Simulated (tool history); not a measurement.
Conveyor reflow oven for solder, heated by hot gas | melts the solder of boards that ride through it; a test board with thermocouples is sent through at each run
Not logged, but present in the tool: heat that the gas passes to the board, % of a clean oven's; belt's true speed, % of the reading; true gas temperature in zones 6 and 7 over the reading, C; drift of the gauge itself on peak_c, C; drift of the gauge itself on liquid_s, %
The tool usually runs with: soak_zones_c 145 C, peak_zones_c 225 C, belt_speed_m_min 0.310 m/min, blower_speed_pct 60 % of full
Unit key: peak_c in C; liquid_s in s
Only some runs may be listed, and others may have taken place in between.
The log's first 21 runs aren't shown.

run,hour,soak_zones_c,peak_zones_c,belt_speed_m_min,blower_speed_pct,hours of work since the flux was cleaned out,hours of work since the belt drive was overhauled,hours of work since the thermocouples were changed,peak_c,liquid_s
22,247.0,146,225,0.347,84,263,224,678,209.2,74.0
23,257.2,158,226,0.355,81,271,232,686,211.5,81.8
24,271.1,149,218,0.339,61,281,242,697,200.6,62.1
25,283.8,145,225,0.293,60,291,252,707,209.6,85.5
26,298.6,145,226,0.310,85,302,263,718,212.3,88.5
27,308.6,145,225,0.310,85,310,271,726,211.1,88.0
28,317.8,145,225,0.310,81,317,278,733,211.4,86.2
29,330.5,135,214,0.306,82,327,288,742,199.8,64.5
30,344.8,145,225,0.310,71,338,299,753,209.6,83.5
31,359.2,145,225,0.310,71,349,310,764,209.1,80.6

Forecast each of these 3 alternatives for the next run:
A,369.5,145,225,0.268,82,357,318,772,?,?
B,369.5,145,234,0.310,71,357,318,772,?,?
C,369.5,145,239,0.310,71,357,318,772,?,?

run,peak_c,liquid_s
A,214.7,105.0
B,217.4,91.6
C,221.5,95.9
What these runs would have given with no unlogged condition in the tool:
run,peak_c,liquid_s
A,218.6,109.2
B,221.4,95.3
C,225.6,99.0
